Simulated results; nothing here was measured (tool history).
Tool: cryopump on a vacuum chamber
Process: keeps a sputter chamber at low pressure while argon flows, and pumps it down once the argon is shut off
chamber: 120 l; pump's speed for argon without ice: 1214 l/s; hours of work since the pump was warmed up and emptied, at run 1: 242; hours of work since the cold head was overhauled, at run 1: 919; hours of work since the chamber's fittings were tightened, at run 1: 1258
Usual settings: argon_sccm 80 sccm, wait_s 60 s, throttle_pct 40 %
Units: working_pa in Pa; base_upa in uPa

run    hour  argon_sccm  wait_s  throttle_pct  hours of work since the pump was warmed up and emptied  hours of work since the cold head was overhauled  hours of work since the chamber's fittings were tightened  working_pa  base_upa
  1     0.0          80      60            40                                                     242                                               919                                                       1258      0.2874      1.85
  2    27.2          80      60            40                                                     257                                               934                                                       1273      0.2846      1.85
  3    77.6          38      60            40                                                     286                                               963                                                       1302      0.1360      1.83
  4   111.0          38      60            40                                                     304                                               981                                                       1320      0.1372      1.92
  5   147.5          38      60            40                                                     325                                              1002                                                       1341      0.1366      1.97
  6   197.2          80      60            40                                                     353                                              1030                                                       1369      0.2879      1.94
  7   239.2          80      60            40                                                     376                                              1053                                                       1392      0.2898      1.90
  8   283.6          80      60            40                                                     401                                              1078                                                       1417      0.2896      1.95
  9   326.2          80      60            40                                                     425                                              1102                                                       1441      0.2915      2.00
 10   361.9          80      60            40                                                     445                                              1122                                                       1461      0.2915      2.07
 11   398.8          80      60            39                                                     466                                              1143                                                       1482      0.3006      2.05
 12   422.7          80      60            39                                                     479                                              1156                                                       1495      0.2999      2.09
 13   455.9          80      60            39                                                     498                                              1175                                                       1514      0.2981      2.05
 14   493.4          57      60            39                                                     519                                              1196                                                       1535      0.2131      2.06
 15   536.0          80      60            40                                                     543                                              1220                                                       1559      0.2934      2.11
 16   572.4          80      60            40                                                     563                                              1240                                                       1579      0.2949      2.09
 17   610.0          80      60            24                                                     585                                              1261                                                       1600      0.4771      2.13
 18   644.1          80      60            24                                                     604                                              1281                                                       1620      0.4825      2.19
 19   688.0         118     254            23                                                     628                                              1305                                                       1644      0.7443      1.68
      712.3  -- pump warmed up, emptied and cooled again
 20   728.1          60     154            18                                                       9                                              1325                                                       1664      0.4651      1.63
 21   768.6         141      60            38                                                      32                                              1348                                                       1687      0.5205      2.11
 22   804.8          68      60            40                                                      52                                              1368                                                       1707      0.2396      2.10
 23   825.6          68      60            40                                                      64                                              1380                                                       1719      0.2395      2.08
 24   856.8          38     107            40                                                      81                                              1397                                                       1736      0.1341      1.78
 25   880.8          38      72            40                                                      95                                              1411                                                       1750      0.1339      1.96
 26   929.4         126      83            40                                                     122                                              1438                                                       1777      0.4479      1.87
 27   964.3          75      96            34                                                     141                                              1458                                                       1797      0.3109      1.93
 28  1011.1          75      96            34                                                     168                                              1484                                                       1823      0.3130      1.91
 29  1056.6          49      28            41                                                     193                                              1509                                                       1848      0.1704      3.06
 30  1092.0          80      60            15                                                     213                                              1529                                                       1868      0.7500      2.17
 31  1139.7          80      60            15                                                     240                                              1556                                                       1895      0.7481      2.21
 32  1189.3          80     251            17                                                     268                                              1584                                                       1923      0.6621      1.73
 33  1231.1          44     189            17                                                     291                                              1607                                                       1946      0.3647      1.81
 34  1279.9          44     189            17                                                     319                                              1635                                                       1974      0.3630      1.78

3 ways to go on from here, each from the tool as it stands after run 34. What would each give?
  A  1319.0         158      57            51                                                     341                                              1657                                                       1996           ?         ?
  B  1319.0         108      35            40                                                     341                                              1657                                                       1996           ?         ?
  C  1319.0          45      60            49                                                     341                                              1657                                                       1996           ?         ?

run  working_pa  base_upa
  A      0.4496      2.41
  B      0.3918      2.89
  C      0.1347      2.28
Without the tool's hidden state the same runs would have given:
run  working_pa  base_upa
  A      0.4285      1.01
  B      0.3773      1.50
  C      0.1286      0.93

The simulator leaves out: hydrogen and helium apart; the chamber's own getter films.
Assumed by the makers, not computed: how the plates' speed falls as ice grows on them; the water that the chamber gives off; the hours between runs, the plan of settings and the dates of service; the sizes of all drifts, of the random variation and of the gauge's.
